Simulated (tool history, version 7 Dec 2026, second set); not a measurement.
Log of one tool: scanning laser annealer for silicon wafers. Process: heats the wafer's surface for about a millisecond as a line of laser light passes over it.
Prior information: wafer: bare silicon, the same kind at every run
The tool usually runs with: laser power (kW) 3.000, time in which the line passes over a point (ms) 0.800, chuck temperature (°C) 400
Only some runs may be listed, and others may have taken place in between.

run   hour  laser power (kW)  time in which the line passes over a point (ms)  chuck temperature (°C)  highest temperature of the surface (°C)
  1    0.0             3.000                                            0.800                     400                                     1215
  2   15.4             3.000                                            0.800                     400                                     1213
  3   24.8             3.000                                            0.800                     400                                     1211
  4   34.4             2.967                                            0.800                     400                                     1198
  5   42.5             2.967                                            0.800                     400                                     1198
  6   58.4             3.000                                            0.900                     400                                     1266
  7   68.0             3.000                                            0.603                     400                                     1088
  8   77.1             3.000                                            0.603                     400                                     1086
  9   92.9             3.000                                            0.800                     409                                     1213
 10  101.1             3.000                                            0.800                     409                                     1216
 11  117.1             3.000                                            0.800                     409                                     1213
 12  129.6             3.000                                            0.800                     409                                     1211
 13  138.8             3.000                                            0.800                     409                                     1211
 14  152.8             3.000                                            0.800                     409                                     1211
 15  162.3             3.000                                            0.800                     400                                     1205
 16  174.2             2.950                                            0.800                     400                                     1184
 17  184.9             2.585                                            0.708                     400                                     1020
 18  194.0             2.585                                            0.708                     400                                     1019
 19  209.7             2.927                                            0.619                     375                                     1043
 20  218.5             2.927                                            0.619                     375                                     1041
 21  233.2             2.927                                            0.619                     375                                     1038
 22  247.1             2.852                                            0.619                     375                                     1021
 23  263.6             2.852                                            0.619                     375                                     1020
 24  276.2             2.885                                            0.657                     385                                     1061
 25  283.3             2.898                                            0.999                     400                                     1256
 26  291.0             3.000                                            0.577                     372                                     1024
 27  306.0             2.850                                            0.904                     397                                     1190
 28  318.0             2.850                                            0.904                     397                                     1188
 29  334.5             2.558                                            0.938                     400                                     1104
 30  348.5             2.558                                            0.938                     400                                     1105
 31  359.3             2.558                                            0.938                     400                                     1106
 32  371.0             3.124                                            0.658                     373                                     1108

Consider 4 possible next runs. They are alternatives, not a sequence: every one starts from the tool as it was left by run 32. What does each give?
  A  386.2             2.706                                            0.800                     379                                        ?
  B  386.2             2.741                                            0.855                     384                                        ?
  C  386.2             2.712                                            0.800                     400                                        ?
  D  386.2             2.615                                            0.684                     425                                        ?

run  highest temperature of the surface (°C)
  A                                     1068
  B                                     1110
  C                                     1091
  D                                     1028
Take away the tool's hidden state, keep each run's random variation, and the runs would have read:
run  highest temperature of the surface (°C)
  A                                     1117
  B                                     1162
  C                                     1140
  D                                     1072
